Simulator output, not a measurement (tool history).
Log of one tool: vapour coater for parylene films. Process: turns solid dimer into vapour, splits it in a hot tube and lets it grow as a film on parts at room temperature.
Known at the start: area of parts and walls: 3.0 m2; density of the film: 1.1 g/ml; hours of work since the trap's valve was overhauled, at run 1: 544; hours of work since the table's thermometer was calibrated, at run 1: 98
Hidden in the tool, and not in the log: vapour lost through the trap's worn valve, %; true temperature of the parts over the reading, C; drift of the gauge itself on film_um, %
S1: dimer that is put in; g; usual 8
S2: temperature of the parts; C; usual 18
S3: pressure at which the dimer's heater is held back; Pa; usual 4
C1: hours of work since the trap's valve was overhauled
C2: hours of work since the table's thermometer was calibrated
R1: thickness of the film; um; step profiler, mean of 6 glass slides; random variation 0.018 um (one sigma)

Run 1, day 0: usual settings; C1 544; C2 98. Result: R1 1.84 um.
Run 2, day 0.608: usual settings; C1 553; C2 107. Result: R1 1.85 um.
Run 3, day 1.004: usual settings; C1 558; C2 113. Result: R1 1.82 um.
At day 1.292: trap's valve overhauled.
Run 4, day 1.6: usual settings; C1 5; C2 119. Result: R1 1.96 um.
Run 5, day 2.15: usual settings; C1 13; C2 127. Result: R1 1.91 um.
Run 6, day 2.738: usual settings but S2 15 C; C1 21; C2 136. Result: R1 2.16 um.
Run 7, day 3.267: usual settings but S2 15 C; C1 29; C2 144. Result: R1 2.15 um.
Run 8, day 3.762: usual settings; C1 36; C2 151. Result: R1 1.94 um.
Run 9, day 4.242: usual settings; C1 43; C2 158. Result: R1 1.94 um.
Run 10, day 4.742: usual settings; C1 51; C2 165. Result: R1 1.91 um.
Run 11, day 5.342: usual settings; C1 59; C2 174. Result: R1 1.92 um.
Run 12, day 5.942: usual settings; C1 68; C2 183. Result: R1 1.91 um.
Run 13, day 6.5: usual settings but S3 5.24 Pa; C1 76; C2 191. Result: R1 1.86 um.
Run 14, day 6.783: usual settings but S2 27 C; C1 81; C2 195. Result: R1 1.39 um.
Run 15, day 7.262: usual settings but S2 27 C; C1 88; C2 202. Result: R1 1.34 um.
Run 16, day 7.796: usual settings; C1 95; C2 210. Result: R1 1.88 um.
Run 17, day 8.446: usual settings; C1 105; C2 219. Result: R1 1.9 um.
Run 18, day 8.825: usual settings but S2 15 C; C1 110; C2 225. Result: R1 2.14 um.
Run 19, day 9.396: usual settings but S2 15 C; C1 119; C2 233. Result: R1 2.14 um.
Run 20, day 9.725: usual settings but S2 15 C, S3 8.58 Pa; C1 124; C2 238. Result: R1 1.96 um.
Run 21, day 10.158: usual settings but S3 4.71 Pa; C1 130; C2 245. Result: R1 1.87 um.
Run 22, day 10.679: usual settings but S3 4.71 Pa; C1 138; C2 252. Result: R1 1.86 um.
Run 23, day 11.212: usual settings but S3 4.71 Pa; C1 145; C2 260. Result: R1 1.87 um.
Run 24, day 11.5: usual settings but S3 4.71 Pa; C1 150; C2 264. Result: R1 1.86 um.
Run 25, day 11.867: usual settings but S1 6 g, S3 10.93 Pa; C1 155; C2 270. Result: R1 1.24 um.
Run 26, day 12.338: usual settings but S3 3.82 Pa; C1 162; C2 276. Result: R1 1.92 um.
Run 27, day 12.858: usual settings but S1 4 g, S2 17 C, S3 2.38 Pa; C1 170; C2 284. Result: R1 1.03 um.
Run 28, day 13.267: usual settings but S1 4 g, S2 17 C, S3 2.38 Pa; C1 176; C2 290. Result: R1 1.03 um.
Run 29, day 13.658: usual settings but S1 4 g, S2 17 C, S3 3.5 Pa; C1 181; C2 296. Result: R1 0.98 um.
Run 30, day 14.121: usual settings but S1 4 g, S2 17 C, S3 3.5 Pa; C1 188; C2 303. Result: R1 1.01 um.
Run 31, day 14.504: usual settings but S2 21 C, S3 2.68 Pa; C1 194; C2 308. Result: R1 1.76 um.
Run 32, day 15.1: usual settings but S1 4 g, S2 15 C, S3 2.17 Pa; C1 202; C2 317. Result: R1 1.1 um.
Run 33, day 15.771: usual settings but S1 4 g, S2 15 C, S3 2.17 Pa; C1 212; C2 327. Result: R1 1.1 um.
Run 34, day 16.233: usual settings but S1 4 g, S2 22 C, S3 2.17 Pa; C1 219; C2 334. Result: R1 0.88 um.
Run 35, day 16.929: usual settings but S1 5 g, S2 15 C; C1 229; C2 344. Result: R1 1.3 um.
Run 36, day 17.246: usual settings but S1 12 g, S2 23 C, S3 7.9 Pa; C1 234; C2 348. Result: R1 2.15 um.
Run 37, day 17.6: usual settings but S1 4 g; C1 239; C2 354. Result: R1 0.94 um.
Run 38, day 18.004: usual settings but S1 4 g; C1 245; C2 360. Result: R1 0.94 um.
Run 39, day 18.517: usual settings but S1 4 g; C1 253; C2 367. Result: R1 0.94 um.
Run 40, day 18.996: usual settings but S1 4 g, S2 23 C, S3 3.86 Pa; C1 260; C2 374. Result: R1 0.76 um.
Run 41, day 19.6: usual settings but S1 9 g, S2 23 C, S3 11.33 Pa; C1 268; C2 383. Result: R1 1.57 um.
Run 42, day 20.079: usual settings but S1 9 g, S2 23 C, S3 11.33 Pa; C1 275; C2 390. Result: R1 1.54 um.
Run 43, day 20.696: usual settings but S3 2.99 Pa; C1 285; C2 399. Result: R1 1.91 um.
Run 44, day 21.188: usual settings but S1 3 g, S2 17 C, S3 2.99 Pa; C1 292; C2 406. Result: R1 0.75 um.
Run 45, day 21.671: usual settings but S1 3 g, S2 14 C, S3 2.99 Pa; C1 299; C2 413. Result: R1 0.82 um.
Run 46, day 21.958: usual settings but S1 5 g, S2 12 C, S3 10.9 Pa; C1 303; C2 418. Result: R1 1.26 um.
Run 47, day 22.258: usual settings but S1 3 g, S2 12 C, S3 3.41 Pa; C1 307; C2 422. Result: R1 0.88 um.

How the hidden state differs across the entries between the runs, from the last listed run before each to the first after it:
Between runs 3 and 4: trap's valve overhauled (day 1.292)
  vapour lost through the trap's worn valve, %: 5.5 -> 0.6; true temperature of the parts over the reading, C: 0.29 -> 0.3
  measured less the result without the state, R1: -0.13 -> -0.03 um
